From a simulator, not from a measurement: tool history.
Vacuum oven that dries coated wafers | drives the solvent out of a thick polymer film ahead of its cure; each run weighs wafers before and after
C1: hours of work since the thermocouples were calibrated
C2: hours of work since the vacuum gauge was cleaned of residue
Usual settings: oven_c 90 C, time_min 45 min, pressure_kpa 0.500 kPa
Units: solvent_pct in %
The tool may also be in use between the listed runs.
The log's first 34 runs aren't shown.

Run 35, day 22.646: usual settings but oven_c 103 C, time_min 60 min, pressure_kpa 0.747 kPa; C1 1216; C2 1105. Result: solvent_pct 0.54 %.
Run 36, day 23.308: usual settings but oven_c 103 C, time_min 60 min, pressure_kpa 0.747 kPa; C1 1229; C2 1117. Result: solvent_pct 0.53 %.
Run 37, day 24.033: usual settings but oven_c 83 C, time_min 72 min, pressure_kpa 0.289 kPa; C1 1242; C2 1131. Result: solvent_pct 2.50 %.
Run 38, day 24.871: usual settings but oven_c 99 C, time_min 35 min, pressure_kpa 1.183 kPa; C1 1258; C2 1147. Result: solvent_pct 1.94 %.
Run 39, day 25.650: usual settings but oven_c 80 C, time_min 67 min, pressure_kpa 0.435 kPa; C1 1273; C2 1162. Result: solvent_pct 3.49 %.
Run 40, day 26.429: usual settings but oven_c 91 C, time_min 36 min, pressure_kpa 0.483 kPa; C1 1288; C2 1177. Result: solvent_pct 3.24 %.
At day 26.800: oven's thermocouples calibrated.
Run 41, day 27.271: usual settings but oven_c 91 C, time_min 37 min, pressure_kpa 0.483 kPa; C1 9; C2 1191. Result: solvent_pct 3.65 %.
Run 42, day 28.167: usual settings but time_min 72 min; C1 26; C2 1208. Result: solvent_pct 1.70 %.
Run 43, day 28.929: usual settings but oven_c 83 C, time_min 51 min; C1 40; C2 1223. Result: solvent_pct 4.43 %.
Run 44, day 29.862: usual settings but oven_c 84 C; C1 58; C2 1240. Result: solvent_pct 4.63 %.
Run 45, day 30.275: usual settings but oven_c 89 C, time_min 34 min, pressure_kpa 0.993 kPa; C1 66; C2 1248. Result: solvent_pct 4.67 %.
Run 46, day 31.062: usual settings but time_min 28 min; C1 81; C2 1263. Result: solvent_pct 4.91 %.

Forecast each of these 3 alternatives for the next run:
Run A, day 31.525: usual settings but time_min 26 min; C1 90; C2 1272. Result: solvent_pct ?.
Run B, day 31.525: usual settings but oven_c 92 C, time_min 22 min; C1 90; C2 1272. Result: solvent_pct ?.
Run C, day 31.525: usual settings but oven_c 80 C, time_min 53 min, pressure_kpa 0.259 kPa; C1 90; C2 1272. Result: solvent_pct ?.

run  solvent_pct
  A         5.21
  B         5.43
  C         4.97
Without the tool's hidden state the same runs would have given:
run  solvent_pct
  A         5.04
  B         5.29
  C         4.70
